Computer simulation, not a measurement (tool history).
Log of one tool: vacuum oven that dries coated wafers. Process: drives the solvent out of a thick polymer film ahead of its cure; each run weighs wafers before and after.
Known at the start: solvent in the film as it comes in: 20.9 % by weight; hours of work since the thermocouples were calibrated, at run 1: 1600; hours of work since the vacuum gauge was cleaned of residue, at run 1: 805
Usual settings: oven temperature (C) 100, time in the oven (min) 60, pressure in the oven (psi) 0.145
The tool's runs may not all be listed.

run,hour,oven temperature (C),time in the oven (min),pressure in the oven (psi),hours of work since the thermocouples were calibrated,hours of work since the vacuum gauge was cleaned of residue,solvent left in the film (%)
1,0.0,100,60,0.145,1600,805,4.26
2,39.0,100,60,0.102,1625,829,3.94
3,76.1,100,60,0.145,1648,853,4.29
4,114.7,105,60,0.145,1672,877,3.13
# hour 122.6: oven's thermocouples calibrated
5,143.6,105,60,0.145,13,894,2.76
6,184.2,105,60,0.145,39,919,2.76
7,212.2,105,60,0.145,56,937,2.71
8,237.8,105,60,0.145,72,953,2.82
9,279.1,105,60,0.145,98,979,2.83
10,319.6,102,60,0.145,124,1004,3.31
11,357.7,102,60,0.145,148,1028,3.38
12,395.4,102,34,0.145,171,1052,6.26
13,441.2,102,34,0.145,200,1081,6.37
14,477.4,102,34,0.145,223,1103,6.38
15,501.3,102,34,0.145,238,1118,6.20
16,523.9,102,34,0.145,252,1132,6.34
17,550.9,102,34,0.145,269,1149,6.40
18,592.2,102,34,0.145,295,1175,6.41
19,636.3,88,60,0.145,322,1203,7.05
20,683.8,100,60,0.557,352,1233,7.38
21,721.8,100,60,0.557,376,1257,7.11
# hour 727.4: vacuum gauge cleaned of residue and calibrated
22,767.1,100,60,0.557,403,25,7.45
23,799.7,100,60,0.115,424,45,4.02
# hour 818.0: vacuum gauge cleaned of residue and calibrated, once more
24,824.9,95,60,0.145,439,4,4.81
25,866.1,95,60,0.145,465,30,4.83
26,888.3,95,60,0.102,479,44,4.48
27,928.5,95,52,0.145,504,69,5.71
28,973.3,85,58,0.106,532,97,7.15
29,1002.9,112,99,0.087,550,116,0.75
30,1044.3,113,31,0.087,576,142,4.02
31,1087.1,113,31,0.087,603,169,3.95
32,1112.9,113,31,0.087,619,185,4.06
33,1159.6,113,31,0.087,649,214,3.99
34,1183.8,103,31,0.087,664,230,6.41
35,1208.4,102,41,0.205,679,245,5.77
36,1253.7,86,36,0.445,708,273,12.94
37,1279.4,105,63,0.445,724,289,4.94
38,1306.1,105,63,0.445,741,306,4.71
39,1334.1,105,63,0.445,758,324,4.79
40,1353.6,100,76,0.358,770,336,4.69
41,1391.9,91,32,0.158,794,360,9.86
42,1411.9,91,32,0.158,807,373,9.83
43,1448.6,91,47,0.158,830,396,7.50
44,1473.7,113,70,0.383,846,411,2.76
45,1505.8,93,45,0.383,866,432,9.29
46,1550.0,93,45,0.383,894,459,9.19
47,1577.7,111,60,0.207,911,477,2.41
48,1617.6,111,60,0.207,936,502,2.41

Measured less the same run without the tool's hidden state. The same run-to-run variation is in both; the gauge's scatter may not be:
The hidden state here: true wafer temperature over the reading, C; true pressure over the reading, kPa; drift of the gauge itself on solvent_pct, %.
run,solvent left in the film (%)
1,+0.80
2,+0.79
3,+0.82
4,+0.71
5,+0.26
6,+0.28
7,+0.28
8,+0.31
9,+0.31
10,+0.36
11,+0.38
12,+0.37
13,+0.41
14,+0.42
15,+0.42
16,+0.44
17,+0.45
18,+0.47
19,+0.71
20,+0.63
21,+0.65
22,+0.91
23,+0.83
24,+0.25
25,+0.28
26,+0.27
27,+0.33
28,+0.37
29,+0.07
30,+0.29
31,+0.31
32,+0.32
33,+0.33
34,+0.42
35,+0.45
36,+0.59
37,+0.43
38,+0.45
39,+0.46
40,+0.48
41,+0.56
42,+0.56
43,+0.63
44,+0.31
45,+0.73
46,+0.75
47,+0.36
48,+0.38

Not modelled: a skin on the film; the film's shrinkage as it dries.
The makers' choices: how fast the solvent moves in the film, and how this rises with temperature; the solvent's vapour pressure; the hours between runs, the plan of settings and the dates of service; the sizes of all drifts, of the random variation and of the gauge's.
